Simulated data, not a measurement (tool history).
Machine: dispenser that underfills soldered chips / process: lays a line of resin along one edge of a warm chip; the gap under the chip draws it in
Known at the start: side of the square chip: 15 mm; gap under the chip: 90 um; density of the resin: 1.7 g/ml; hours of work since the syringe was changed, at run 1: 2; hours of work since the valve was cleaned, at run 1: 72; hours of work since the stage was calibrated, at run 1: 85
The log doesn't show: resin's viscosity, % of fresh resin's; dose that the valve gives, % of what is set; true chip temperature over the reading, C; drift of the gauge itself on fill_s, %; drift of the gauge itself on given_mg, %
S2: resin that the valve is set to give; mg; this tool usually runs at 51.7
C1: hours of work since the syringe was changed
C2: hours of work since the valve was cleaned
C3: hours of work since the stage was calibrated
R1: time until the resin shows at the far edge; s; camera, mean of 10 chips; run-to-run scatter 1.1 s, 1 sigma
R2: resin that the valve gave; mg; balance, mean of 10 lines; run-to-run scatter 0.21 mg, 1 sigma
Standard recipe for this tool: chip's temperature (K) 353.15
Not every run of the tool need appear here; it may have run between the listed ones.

Run 1, hour 0: usual settings; C1 2; C2 72; C3 85. Result: R1 121.7 s, R2 48.28 mg.
Run 2, hour 5.6: usual settings; C1 5; C2 76; C3 88. Result: R1 154.3 s, R2 48.56 mg.
At hour 10.1: new syringe of resin.
Run 3, hour 10.7: usual settings; C1 0; C2 79; C3 91. Result: R1 109.9 s, R2 48.47 mg.
Run 4, hour 15.8: usual settings; C1 4; C2 82; C3 95. Result: R1 135.8 s, R2 48.28 mg.
At hour 22.8: new syringe of resin.
Run 5, hour 22.8: usual settings but chip's temperature (K) 366.15; C1 0; C2 86; C3 99. Result: R1 66.6 s, R2 48.12 mg.
Run 6, hour 26: usual settings but chip's temperature (K) 366.15; C1 2; C2 88; C3 101. Result: R1 78 s, R2 48.02 mg.
Run 7, hour 31.1: usual settings but S2 46.8 mg; C1 5; C2 92; C3 104. Result: R1 160.8 s, R2 43.39 mg.
At hour 35.8: new syringe of resin.
Run 8, hour 35.9: usual settings but S2 46.8 mg; C1 0; C2 95; C3 107. Result: R1 111.3 s, R2 43.16 mg.
Run 9, hour 41.8: usual settings but S2 46.8 mg; C1 4; C2 98; C3 111. Result: R1 142.4 s, R2 42.94 mg.
Run 10, hour 47.5: usual settings but S2 62.1 mg; C1 8; C2 102; C3 115. Result: R1 171.8 s, R2 56.51 mg.
At hour 48.5: new syringe of resin.
Run 11, hour 51.7: usual settings but S2 66.3 mg; C1 2; C2 104; C3 117. Result: R1 117.6 s, R2 60.5 mg.
Run 12, hour 54.9: usual settings but S2 65.2 mg; C1 4; C2 107; C3 119. Result: R1 137.1 s, R2 59.22 mg.
Run 13, hour 58.4: usual settings but S2 65.2 mg; C1 6; C2 109; C3 121. Result: R1 159.2 s, R2 59.22 mg.
At hour 61.4: new syringe of resin.
Run 14, hour 64.4: usual settings but S2 65.2 mg; C1 2; C2 112; C3 125. Result: R1 121.3 s, R2 58.57 mg.
Run 15, hour 69.2: usual settings but S2 65.2 mg; C1 5; C2 116; C3 128. Result: R1 147.1 s, R2 58.78 mg.
At hour 71.1: dispensing valve cleaned and set on the balance.
At hour 74.9: new syringe of resin.
Run 16, hour 77.5: usual settings but S2 65.2 mg; C1 2; C2 4; C3 133. Result: R1 116.8 s, R2 65.96 mg.
Run 17, hour 82.8: usual settings but chip's temperature (K) 352.15; C1 5; C2 7; C3 136. Result: R1 155 s, R2 52.09 mg.
Run 18, hour 87: usual settings but chip's temperature (K) 352.15; C1 8; C2 10; C3 139. Result: R1 187.2 s, R2 51.69 mg.
At hour 87.7: new syringe of resin.
Run 19, hour 94.7: usual settings but chip's temperature (K) 352.15; C1 5; C2 15; C3 143. Result: R1 150.2 s, R2 51.45 mg.
At hour 100.3: new syringe of resin.
Run 20, hour 101.3: usual settings but S2 49 mg; C1 1; C2 19; C3 148. Result: R1 112.1 s, R2 48.5 mg.
Run 21, hour 105.6: usual settings but chip's temperature (K) 349.15, S2 54.4 mg; C1 3; C2 22; C3 150. Result: R1 154.2 s, R2 53.43 mg.
Run 22, hour 109.7: usual settings but chip's temperature (K) 362.15, S2 47.6 mg; C1 6; C2 24; C3 153. Result: R1 116.1 s, R2 47.06 mg.
At hour 113: new syringe of resin.
Run 23, hour 117.7: usual settings but chip's temperature (K) 341.15, S2 54.8 mg; C1 3; C2 29; C3 158. Result: R1 207.3 s, R2 53.5 mg.
Run 24, hour 122.9: usual settings but chip's temperature (K) 341.15, S2 56.5 mg; C1 6; C2 32; C3 161. Result: R1 258.2 s, R2 55.31 mg.

The next listed run, before its measurement:
At hour 125.9: new syringe of resin.
Run 25, hour 129.3: usual settings but chip's temperature (K) 341.15, S2 56.5 mg; C1 2; C2 36; C3 165. Result: R1 ?, R2 ?.

Logged for run 25: R1 195.1 s, R2 54.89 mg.
With no hidden state in the tool, this same run would have given R1 171.2 s, R2 56.44 mg.
